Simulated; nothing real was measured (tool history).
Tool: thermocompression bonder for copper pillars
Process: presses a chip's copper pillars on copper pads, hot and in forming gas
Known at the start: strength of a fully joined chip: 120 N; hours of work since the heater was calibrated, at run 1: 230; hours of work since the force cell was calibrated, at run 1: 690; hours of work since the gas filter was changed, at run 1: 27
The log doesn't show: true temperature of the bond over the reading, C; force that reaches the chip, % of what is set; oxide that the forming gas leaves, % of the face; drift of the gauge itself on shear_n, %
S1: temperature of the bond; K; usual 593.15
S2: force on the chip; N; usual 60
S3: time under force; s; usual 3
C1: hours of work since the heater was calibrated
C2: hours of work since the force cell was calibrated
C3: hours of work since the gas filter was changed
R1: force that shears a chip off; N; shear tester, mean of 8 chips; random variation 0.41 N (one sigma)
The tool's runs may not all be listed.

{"run": 1, "hour": 0.0, "S1": 593.15, "S2": 60, "S3": 3, "C1": 230, "C2": 690, "C3": 27, "R1": 52.9}
{"run": 2, "hour": 36.5, "S1": 593.15, "S2": 60, "S3": 3, "C1": 245, "C2": 705, "C3": 42, "R1": 54.5}
{"run": 3, "hour": 92.0, "S1": 593.15, "S2": 60, "S3": 3, "C1": 267, "C2": 727, "C3": 65, "R1": 53.0}
{"run": 4, "hour": 126.8, "S1": 593.15, "S2": 60, "S3": 2, "C1": 281, "C2": 742, "C3": 79, "R1": 45.5}
{"run": 5, "hour": 167.3, "S1": 593.15, "S2": 60, "S3": 2, "C1": 298, "C2": 758, "C3": 96, "R1": 45.7}
{"hour": 173.0, "done": "heater calibrated with a thermocouple chip"}
{"run": 6, "hour": 222.4, "S1": 585.15, "S2": 60, "S3": 2, "C1": 20, "C2": 780, "C3": 117, "R1": 42.4}
{"hour": 244.7, "done": "forming gas filter changed"}
{"run": 7, "hour": 254.8, "S1": 593.15, "S2": 84, "S3": 6, "C1": 33, "C2": 793, "C3": 4, "R1": 84.8}
{"run": 8, "hour": 299.8, "S1": 586.15, "S2": 86, "S3": 3, "C1": 52, "C2": 811, "C3": 22, "R1": 66.0}
{"run": 9, "hour": 358.8, "S1": 593.15, "S2": 85, "S3": 3, "C1": 76, "C2": 835, "C3": 47, "R1": 69.5}
{"run": 10, "hour": 390.1, "S1": 593.15, "S2": 85, "S3": 3, "C1": 88, "C2": 848, "C3": 59, "R1": 69.9}
{"hour": 409.0, "done": "heater calibrated with a thermocouple chip, once more"}
{"run": 11, "hour": 432.9, "S1": 593.15, "S2": 85, "S3": 3, "C1": 10, "C2": 865, "C3": 76, "R1": 62.3}

5 ways to go on from here, each from the tool as it stands after run 11. What would each give?
{"run": "A", "hour": 474.1, "S1": 593.15, "S2": 38, "S3": 3, "C1": 27, "C2": 882, "C3": 93, "R1": "?"}
{"run": "B", "hour": 474.1, "S1": 588.15, "S2": 43, "S3": 3, "C1": 27, "C2": 882, "C3": 93, "R1": "?"}
{"run": "C", "hour": 474.1, "S1": 587.15, "S2": 75, "S3": 6, "C1": 27, "C2": 882, "C3": 93, "R1": "?"}
{"run": "D", "hour": 474.1, "S1": 583.15, "S2": 60, "S3": 3, "C1": 27, "C2": 882, "C3": 93, "R1": "?"}
{"run": "E", "hour": 474.1, "S1": 606.15, "S2": 60, "S3": 3, "C1": 27, "C2": 882, "C3": 93, "R1": "?"}

run=A R1=36.7
run=B R1=37.8
run=C R1=69.0
run=D R1=44.5
run=E R1=56.9
Without the tool's hidden state the same runs would have given:
run=A R1=36.2
run=B R1=37.3
run=C R1=69.1
run=D R1=44.0
run=E R1=56.6
